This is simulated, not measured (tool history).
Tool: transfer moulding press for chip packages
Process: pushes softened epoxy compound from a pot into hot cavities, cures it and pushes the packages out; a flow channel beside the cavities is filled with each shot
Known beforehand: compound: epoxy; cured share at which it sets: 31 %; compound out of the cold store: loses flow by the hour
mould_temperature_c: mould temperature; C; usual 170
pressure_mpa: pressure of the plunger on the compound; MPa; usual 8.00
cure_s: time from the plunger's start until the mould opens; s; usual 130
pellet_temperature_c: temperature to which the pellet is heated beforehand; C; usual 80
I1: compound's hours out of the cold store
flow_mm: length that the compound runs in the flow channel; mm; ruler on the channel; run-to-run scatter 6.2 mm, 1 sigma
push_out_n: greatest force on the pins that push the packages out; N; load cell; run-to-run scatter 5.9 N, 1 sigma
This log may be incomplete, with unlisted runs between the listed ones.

run 1 hour=0.0 | mould_temperature_c=170 pressure_mpa=8.00 cure_s=130 pellet_temperature_c=80 | I1=22.9 | flow_mm=640 push_out_n=250
run 2 hour=70.4 | mould_temperature_c=170 pressure_mpa=8.00 cure_s=130 pellet_temperature_c=80 | I1=28.2 | flow_mm=627 push_out_n=323
run 3 hour=107.5 | mould_temperature_c=170 pressure_mpa=8.00 cure_s=130 pellet_temperature_c=88 | I1=21.6 | flow_mm=641 push_out_n=262
run 4 hour=150.0 | mould_temperature_c=170 pressure_mpa=8.00 cure_s=130 pellet_temperature_c=88 | I1=28.4 | flow_mm=634 push_out_n=328
run 5 hour=187.4 | mould_temperature_c=170 pressure_mpa=8.00 cure_s=130 pellet_temperature_c=80 | I1=8.0 | flow_mm=666 push_out_n=250
run 6 hour=251.9 | mould_temperature_c=170 pressure_mpa=8.00 cure_s=130 pellet_temperature_c=80 | I1=36.7 | flow_mm=681 push_out_n=308
run 7 hour=303.6 | mould_temperature_c=170 pressure_mpa=8.00 cure_s=130 pellet_temperature_c=80 | I1=39.1 | flow_mm=669 push_out_n=254
run 8 hour=348.7 | mould_temperature_c=170 pressure_mpa=8.00 cure_s=130 pellet_temperature_c=80 | I1=11.7 | flow_mm=739 push_out_n=308
run 9 hour=396.8 | mould_temperature_c=170 pressure_mpa=8.00 cure_s=130 pellet_temperature_c=80 | I1=33.0 | flow_mm=672 push_out_n=260
run 10 hour=463.7 | mould_temperature_c=170 pressure_mpa=8.00 cure_s=119 pellet_temperature_c=80 | I1=11.4 | flow_mm=727 push_out_n=387
run 11 hour=512.1 | mould_temperature_c=170 pressure_mpa=8.00 cure_s=119 pellet_temperature_c=80 | I1=32.3 | flow_mm=666 push_out_n=319
run 12 hour=556.9 | mould_temperature_c=170 pressure_mpa=8.00 cure_s=119 pellet_temperature_c=80 | I1=24.7 | flow_mm=687 push_out_n=380
run 13 hour=624.8 | mould_temperature_c=170 pressure_mpa=8.00 cure_s=162 pellet_temperature_c=80 | I1=16.2 | flow_mm=695 push_out_n=254
run 14 hour=696.6 | mould_temperature_c=170 pressure_mpa=8.00 cure_s=162 pellet_temperature_c=80 | I1=31.3 | flow_mm=649 push_out_n=240
run 15 hour=758.0 | mould_temperature_c=170 pressure_mpa=9.17 cure_s=133 pellet_temperature_c=83 | I1=9.0 | flow_mm=760 push_out_n=347
run 16 hour=823.0 | mould_temperature_c=166 pressure_mpa=9.79 cure_s=147 pellet_temperature_c=86 | I1=41.2 | flow_mm=708 push_out_n=326
run 17 hour=866.7 | mould_temperature_c=167 pressure_mpa=9.72 cure_s=149 pellet_temperature_c=86 | I1=37.4 | flow_mm=690 push_out_n=322
run 18 hour=911.3 | mould_temperature_c=167 pressure_mpa=9.72 cure_s=149 pellet_temperature_c=86 | I1=16.9 | flow_mm=750 push_out_n=266
run 19 hour=949.3 | mould_temperature_c=170 pressure_mpa=8.00 cure_s=120 pellet_temperature_c=82 | I1=38.0 | flow_mm=604 push_out_n=329
run 20 hour=1026.1 | mould_temperature_c=170 pressure_mpa=8.00 cure_s=120 pellet_temperature_c=82 | I1=27.7 | flow_mm=635 push_out_n=333
run 21 hour=1076.9 | mould_temperature_c=167 pressure_mpa=8.00 cure_s=166 pellet_temperature_c=72 | I1=21.0 | flow_mm=656 push_out_n=224
run 22 hour=1124.7 | mould_temperature_c=167 pressure_mpa=8.00 cure_s=166 pellet_temperature_c=72 | I1=43.2 | flow_mm=595 push_out_n=259
run 23 hour=1182.0 | mould_temperature_c=167 pressure_mpa=8.00 cure_s=166 pellet_temperature_c=72 | I1=16.5 | flow_mm=755 push_out_n=218
run 24 hour=1250.3 | mould_temperature_c=174 pressure_mpa=9.49 cure_s=141 pellet_temperature_c=72 | I1=45.1 | flow_mm=716 push_out_n=269
run 25 hour=1319.8 | mould_temperature_c=170 pressure_mpa=8.00 cure_s=169 pellet_temperature_c=89 | I1=12.5 | flow_mm=740 push_out_n=257
run 26 hour=1369.3 | mould_temperature_c=170 pressure_mpa=8.00 cure_s=169 pellet_temperature_c=89 | I1=30.6 | flow_mm=673 push_out_n=194
run 27 hour=1402.2 | mould_temperature_c=170 pressure_mpa=8.00 cure_s=169 pellet_temperature_c=89 | I1=8.9 | flow_mm=739 push_out_n=240
run 28 hour=1468.0 | mould_temperature_c=170 pressure_mpa=9.06 cure_s=156 pellet_temperature_c=89 | I1=40.5 | flow_mm=687 push_out_n=207

Not shown: 19 entries that the log had between the listed runs. Between which runs, and how does the tool's hidden state differ before and after?
Runs 2 to 3: cavities cleaned with cleaning compound and waxed (hour 85.2)
  true mould temperature over the reading, C: -0.73 -> -0.76; pressure that reaches the compound, % of what is set: 79.34 -> 78.46; grip of the stained cavities, % over clean ones': 45.7 -> 15.8
  measured minus no-state result, flow_mm: -75 -> -81 mm; push_out_n: +107 -> +42 N
Runs 4 to 5: cavities cleaned with cleaning compound and waxed (hour 182.4)
  true mould temperature over the reading, C: -0.79 -> -0.83; pressure that reaches the compound, % of what is set: 77.38 -> 76.43; grip of the stained cavities, % over clean ones': 38.4 -> 4
  measured minus no-state result, flow_mm: -85 -> -93 mm; push_out_n: +97 -> +18 N
Runs 5 to 6: plunger's sealing rings changed (hour 219.9)
  true mould temperature over the reading, C: -0.83 -> -0.88; pressure that reaches the compound, % of what is set: 76.43 -> 98.97; grip of the stained cavities, % over clean ones': 4 -> 37.7
  measured minus no-state result, flow_mm: -93 -> -2 mm; push_out_n: +18 -> +92 N
Runs 6 to 7: cavities cleaned with cleaning compound and waxed (hour 285.6)
  true mould temperature over the reading, C: -0.88 -> -0.92; pressure that reaches the compound, % of what is set: 98.97 -> 97.51; grip of the stained cavities, % over clean ones': 37.7 -> 12.6
  measured minus no-state result, flow_mm: -2 -> -6 mm; push_out_n: +92 -> +36 N
Runs 8 to 9: cavities cleaned with cleaning compound and waxed (hour 381.4)
  true mould temperature over the reading, C: -0.96 -> -1; pressure that reaches the compound, % of what is set: 96.4 -> 95.01; grip of the stained cavities, % over clean ones': 36 -> 12.6
  measured minus no-state result, flow_mm: -11 -> -15 mm; push_out_n: +92 -> +37 N
Runs 9 to 10: mould's thermocouples calibrated (hour 416.0)
  true mould temperature over the reading, C: -1 -> -1.52; pressure that reaches the compound, % of what is set: 95.01 -> 93.35; grip of the stained cavities, % over clean ones': 12.6 -> 44.6
  measured minus no-state result, flow_mm: -15 -> -21 mm; push_out_n: +37 -> +142 N
Runs 10 to 11: cavities cleaned with cleaning compound and waxed (hour 480.7)
  true mould temperature over the reading, C: -1.52 -> -1.57; pressure that reaches the compound, % of what is set: 93.35 -> 92.12; grip of the stained cavities, % over clean ones': 44.6 -> 22.5
  measured minus no-state result, flow_mm: -21 -> -24 mm; push_out_n: +142 -> +77 N
Runs 12 to 13: cavities cleaned with cleaning compound and waxed (hour 576.9)
  true mould temperature over the reading, C: -1.6 -> -1.66; pressure that reaches the compound, % of what is set: 90.85 -> 89.19; grip of the stained cavities, % over clean ones': 44.2 -> 29.1
  measured minus no-state result, flow_mm: -30 -> -37 mm; push_out_n: +139 -> +61 N
Runs 13 to 14: cavities cleaned with cleaning compound and waxed (hour 672.5)
  true mould temperature over the reading, C: -1.66 -> -1.72; pressure that reaches the compound, % of what is set: 89.19 -> 87.42; grip of the stained cavities, % over clean ones': 29.1 -> 18.1
  measured minus no-state result, flow_mm: -37 -> -41 mm; push_out_n: +61 -> +42 N
Runs 15 to 16: cavities cleaned with cleaning compound and waxed (hour 771.2)
  true mould temperature over the reading, C: -1.77 -> -1.82; pressure that reaches the compound, % of what is set: 85.81 -> 84.12; grip of the stained cavities, % over clean ones': 48.2 -> 32.3
  measured minus no-state result, flow_mm: -54 -> -59 mm; push_out_n: +130 -> +96 N
Runs 16 to 17: mould's thermocouples calibrated, once more (hour 866.7)
  true mould temperature over the reading, C: -1.82 -> 0.12; pressure that reaches the compound, % of what is set: 84.12 -> 83.03; grip of the stained cavities, % over clean ones': 32.3 -> 50.2
  measured minus no-state result, flow_mm: -59 -> -68 mm; push_out_n: +96 -> +106 N
Runs 17 to 18: cavities cleaned with cleaning compound and waxed (hour 873.9)
  true mould temperature over the reading, C: 0.12 -> 0.08; pressure that reaches the compound, % of what is set: 83.03 -> 81.97; grip of the stained cavities, % over clean ones': 50.2 -> 25.4
  measured minus no-state result, flow_mm: -68 -> -79 mm; push_out_n: +106 -> +54 N
Runs 19 to 20: cavities cleaned with cleaning compound and waxed (hour 971.4)
  true mould temperature over the reading, C: 0.04 -> -0.02; pressure that reaches the compound, % of what is set: 80.98 -> 79.17; grip of the stained cavities, % over clean ones': 43.1 -> 36
  measured minus no-state result, flow_mm: -68 -> -78 mm; push_out_n: +97 -> +87 N
Runs 20 to 21: cavities cleaned with cleaning compound and waxed (hour 1068.7)
  true mould temperature over the reading, C: -0.02 -> -0.06; pressure that reaches the compound, % of what is set: 79.17 -> 77.89; grip of the stained cavities, % over clean ones': 36 -> 7.6
  measured minus no-state result, flow_mm: -78 -> -87 mm; push_out_n: +87 -> +16 N
Runs 22 to 23: cavities cleaned with cleaning compound and waxed (hour 1166.9); plunger's sealing rings changed (hour 1174.5)
  true mould temperature over the reading, C: -0.1 -> -0.14; pressure that reaches the compound, % of what is set: 76.79 -> 99.13; grip of the stained cavities, % over clean ones': 33.2 -> 11.5
  measured minus no-state result, flow_mm: -83 -> -3 mm; push_out_n: +66 -> +24 N
Runs 24 to 25: cavities cleaned with cleaning compound and waxed (hour 1270.5)
  true mould temperature over the reading, C: -0.21 -> -0.27; pressure that reaches the compound, % of what is set: 97.35 -> 95.51; grip of the stained cavities, % over clean ones': 44.8 -> 32.2
  measured minus no-state result, flow_mm: -10 -> -17 mm; push_out_n: +85 -> +62 N
Runs 25 to 26: cavities cleaned with cleaning compound and waxed (hour 1366.0)
  true mould temperature over the reading, C: -0.27 -> -0.31; pressure that reaches the compound, % of what is set: 95.51 -> 94.2; grip of the stained cavities, % over clean ones': 32.2 -> 3.3
  measured minus no-state result, flow_mm: -17 -> -19 mm; push_out_n: +62 -> +7 N
Runs 27 to 28: cavities cleaned with cleaning compound and waxed (hour 1468.0)
  true mould temperature over the reading, C: -0.34 -> -0.4; pressure that reaches the compound, % of what is set: 93.43 -> 91.73; grip of the stained cavities, % over clean ones': 24.2 -> 0.2
  measured minus no-state result, flow_mm: -24 -> -29 mm; push_out_n: +47 -> +1 N
